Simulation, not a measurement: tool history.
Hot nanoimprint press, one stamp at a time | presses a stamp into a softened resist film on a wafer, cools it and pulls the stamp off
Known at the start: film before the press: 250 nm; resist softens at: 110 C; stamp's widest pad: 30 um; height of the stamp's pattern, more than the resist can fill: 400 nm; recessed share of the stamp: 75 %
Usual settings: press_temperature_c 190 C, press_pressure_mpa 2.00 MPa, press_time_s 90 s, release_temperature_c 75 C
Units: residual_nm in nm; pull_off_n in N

run   hour  press_temperature_c  press_pressure_mpa  press_time_s  release_temperature_c  residual_nm  pull_off_n
  1    0.0                  190                2.00            90                     75        108.1         284
  2   34.7                  190                2.00            90                     75        107.6         298
  3   68.9                  190                2.00            90                     75        107.7         310
  4   90.1                  190                2.00            90                     75        108.3         327
  5  111.6                  199                2.00            90                     75         88.8         323
     144.3  -- plate thermocouple calibrated
  6  153.9                  199                2.00            90                     75         85.1         322
  7  182.0                  199                2.00            90                     75         86.2         343
  8  214.3                  199                2.00            90                     75         86.6         342
     230.8  -- stamp cleaned and given a new release coat
  9  252.2                  190                2.00            90                     75        106.3         253
 10  293.6                  190                2.00            90                     75        108.9         261
 11  334.1                  190                2.00            90                     75        109.1         277
 12  366.0                  190                2.00            63                     62        121.4         382
 13  403.0                  190                2.00            63                     62        121.8         391
 14  427.7                  190                2.00           158                     63         89.3         402
 15  460.3                  190                2.00           158                     63         89.8         404
 16  490.6                  190                2.00           158                     63         89.9         404
 17  509.5                  190                2.00           158                     63         91.0         419
 18  529.1                  190                1.96            90                     83        109.5         257
 19  565.2                  188                2.00            90                     77        116.1         325

Forecast each of these 4 alternatives for the next run:
  A  595.9                  190                2.86            95                     75            ?           ?
  B  595.9                  188                2.00            90                     83            ?           ?
  C  595.9                  200                1.72           132                     75            ?           ?
  D  595.9                  188                2.00            58                     77            ?           ?

run  residual_nm  pull_off_n
  A         87.7         355
  B        116.4         283
  C         83.9         345
  D        131.6         340
Without the tool's hidden state the same runs would have given:
run  residual_nm  pull_off_n
  A         82.1         241
  B        110.0         190
  C         79.7         234
  D        124.7         230

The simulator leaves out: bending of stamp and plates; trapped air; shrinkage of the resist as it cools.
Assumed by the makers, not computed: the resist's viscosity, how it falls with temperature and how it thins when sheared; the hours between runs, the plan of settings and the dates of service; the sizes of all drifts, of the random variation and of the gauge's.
